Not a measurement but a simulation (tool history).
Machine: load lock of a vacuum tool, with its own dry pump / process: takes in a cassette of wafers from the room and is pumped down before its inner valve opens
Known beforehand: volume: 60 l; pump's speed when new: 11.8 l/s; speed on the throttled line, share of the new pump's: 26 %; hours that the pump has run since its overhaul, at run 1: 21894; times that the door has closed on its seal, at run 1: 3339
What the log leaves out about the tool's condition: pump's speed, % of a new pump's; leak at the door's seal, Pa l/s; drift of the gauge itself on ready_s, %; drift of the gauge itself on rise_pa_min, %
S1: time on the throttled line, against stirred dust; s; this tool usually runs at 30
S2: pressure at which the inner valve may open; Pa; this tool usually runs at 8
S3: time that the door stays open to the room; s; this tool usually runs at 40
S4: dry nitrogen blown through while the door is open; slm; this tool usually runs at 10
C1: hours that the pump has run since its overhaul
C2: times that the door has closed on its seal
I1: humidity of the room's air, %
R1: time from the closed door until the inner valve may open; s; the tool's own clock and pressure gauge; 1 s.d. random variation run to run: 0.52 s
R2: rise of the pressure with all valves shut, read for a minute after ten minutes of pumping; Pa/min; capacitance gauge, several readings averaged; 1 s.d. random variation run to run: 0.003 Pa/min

Run 1, day 0.000: usual settings; C1 21894; C2 3339; I1 45.2. Result: R1 83.0 s, R2 0.047 Pa/min.
Run 2, day 6.188: usual settings but S1 18 s; C1 22043; C2 3572; I1 45.2. Result: R1 75.7 s, R2 0.049 Pa/min.
Run 3, day 13.325: usual settings but S1 18 s; C1 22214; C2 3841; I1 46.8. Result: R1 74.9 s, R2 0.050 Pa/min.
Run 4, day 24.279: usual settings but S1 18 s; C1 22477; C2 4253; I1 46.0. Result: R1 75.2 s, R2 0.050 Pa/min.
Run 5, day 33.704: usual settings but S1 18 s; C1 22703; C2 4608; I1 45.5. Result: R1 76.0 s, R2 0.050 Pa/min.
Run 6, day 40.742: usual settings but S1 18 s; C1 22872; C2 4873; I1 46.8. Result: R1 76.8 s, R2 0.051 Pa/min.
Run 7, day 47.317: usual settings but S1 47 s; C1 23030; C2 5121; I1 44.8. Result: R1 96.2 s, R2 0.048 Pa/min.
Run 8, day 55.288: usual settings but S1 47 s; C1 23221; C2 5421; I1 44.4. Result: R1 95.5 s, R2 0.054 Pa/min.
Run 9, day 65.533: usual settings; C1 23467; C2 5807; I1 44.9. Result: R1 84.9 s, R2 0.055 Pa/min.
Run 10, day 71.750: usual settings; C1 23616; C2 6041; I1 45.0. Result: R1 84.2 s, R2 0.060 Pa/min.
Run 11, day 83.200: usual settings but S4 18 slm; C1 23891; C2 6473; I1 44.8. Result: R1 84.9 s, R2 0.058 Pa/min.
At day 84.367: dry pump taken out, an overhauled one fitted.
Run 12, day 93.883: usual settings but S4 18 slm; C1 228; C2 6866; I1 47.6. Result: R1 72.0 s, R2 0.065 Pa/min.
Run 13, day 105.250: usual settings but S4 18 slm; C1 501; C2 7294; I1 48.5. Result: R1 71.0 s, R2 0.069 Pa/min.
Run 14, day 110.462: usual settings but S4 18 slm; C1 626; C2 7490; I1 42.8. Result: R1 71.6 s, R2 0.058 Pa/min.
Run 15, day 116.717: usual settings but S4 18 slm; C1 776; C2 7726; I1 45.3. Result: R1 72.7 s, R2 0.069 Pa/min.
Run 16, day 122.708: usual settings but S2 6 Pa; C1 920; C2 7951; I1 42.9. Result: R1 73.2 s, R2 0.072 Pa/min.
Run 17, day 130.829: usual settings but S2 6 Pa; C1 1115; C2 8257; I1 45.0. Result: R1 73.2 s, R2 0.067 Pa/min.
Run 18, day 138.204: usual settings but S2 6 Pa; C1 1292; C2 8535; I1 45.3. Result: R1 72.7 s, R2 0.073 Pa/min.
Run 19, day 147.758: usual settings; C1 1521; C2 8895; I1 49.9. Result: R1 72.3 s, R2 0.081 Pa/min.
Run 20, day 159.067: usual settings; C1 1793; C2 9321; I1 44.8. Result: R1 72.3 s, R2 0.081 Pa/min.
Run 21, day 169.783: usual settings; C1 2050; C2 9724; I1 46.0. Result: R1 71.8 s, R2 0.075 Pa/min.
Run 22, day 176.646: usual settings but S1 19 s, S2 10 Pa, S3 59 s; C1 2215; C2 9983; I1 43.0. Result: R1 62.4 s, R2 0.097 Pa/min.
Run 23, day 182.379: usual settings but S1 21 s, S4 34 slm; C1 2352; C2 10199; I1 46.5. Result: R1 66.0 s, R2 0.069 Pa/min.
Run 24, day 190.979: usual settings but S1 21 s, S4 34 slm; C1 2559; C2 10523; I1 44.2. Result: R1 65.1 s, R2 0.075 Pa/min.
Run 25, day 197.342: usual settings but S1 21 s, S2 13 Pa, S3 109 s, S4 34 slm; C1 2711; C2 10762; I1 45.0. Result: R1 63.3 s, R2 0.102 Pa/min.
Run 26, day 209.150: usual settings but S1 34 s, S2 13 Pa, S3 109 s, S4 37 slm; C1 2995; C2 11207; I1 45.4. Result: R1 73.2 s, R2 0.104 Pa/min.
Run 27, day 216.321: usual settings but S1 52 s, S2 11 Pa, S3 36 s, S4 25 slm; C1 3167; C2 11477; I1 46.6. Result: R1 86.8 s, R2 0.086 Pa/min.
Run 28, day 224.342: usual settings but S1 23 s, S2 11 Pa, S3 36 s, S4 15 slm; C1 3359; C2 11779; I1 44.7. Result: R1 64.8 s, R2 0.098 Pa/min.
Run 29, day 230.050: usual settings but S1 23 s, S2 11 Pa, S3 36 s, S4 15 slm; C1 3496; C2 11994; I1 47.0. Result: R1 65.9 s, R2 0.099 Pa/min.
Run 30, day 241.733: usual settings but S1 23 s, S2 11 Pa, S3 36 s, S4 15 slm; C1 3777; C2 12434; I1 45.5. Result: R1 65.4 s, R2 0.095 Pa/min.
Run 31, day 251.012: usual settings but S1 17 s, S2 7 Pa, S3 176 s, S4 11 slm; C1 4000; C2 12784; I1 43.3. Result: R1 64.8 s, R2 0.153 Pa/min.
Run 32, day 257.008: usual settings but S2 10 Pa, S3 123 s, S4 43 slm; C1 4143; C2 13010; I1 42.4. Result: R1 71.1 s, R2 0.108 Pa/min.
Run 33, day 268.454: usual settings but S1 23 s, S2 7 Pa, S3 84 s, S4 18 slm; C1 4418; C2 13441; I1 44.8. Result: R1 68.4 s, R2 0.116 Pa/min.
Run 34, day 280.750: usual settings but S1 23 s, S2 7 Pa, S3 84 s, S4 18 slm; C1 4713; C2 13904; I1 46.1. Result: R1 69.3 s, R2 0.130 Pa/min.
Run 35, day 290.075: usual settings but S1 23 s, S2 7 Pa, S3 84 s, S4 30 slm; C1 4937; C2 14255; I1 44.3. Result: R1 69.0 s, R2 0.121 Pa/min.
Run 36, day 297.012: usual settings but S1 36 s, S2 11 Pa, S3 68 s, S4 38 slm; C1 5103; C2 14516; I1 45.0. Result: R1 76.1 s, R2 0.119 Pa/min.
Run 37, day 306.438: usual settings but S1 22 s, S2 6 Pa, S3 156 s; C1 5330; C2 14871; I1 46.3. Result: R1 69.8 s, R2 0.171 Pa/min.

3 options for the next run, each taken on its own from the tool as it stands now. Forecast them:
Run A, day 316.892: usual settings but S1 37 s, S2 6 Pa, S3 156 s; C1 5581; C2 15265; I1 44.0. Result: R1 ?, R2 ?.
Run B, day 316.892: usual settings but S1 49 s, S2 6 Pa, S3 156 s; C1 5581; C2 15265; I1 42.4. Result: R1 ?, R2 ?.
Run C, day 316.892: usual settings but S3 58 s, S4 17 slm; C1 5581; C2 15265; I1 45.3. Result: R1 ?, R2 ?.

run    R1     R2
  A  80.8  0.167
  B  90.2  0.170
  C  73.9  0.136
Stripped of hidden state, with their random variation kept, the same runs would have yielded:
run    R1     R2
  A  77.6  0.067
  B  87.3  0.069
  C  70.8  0.036
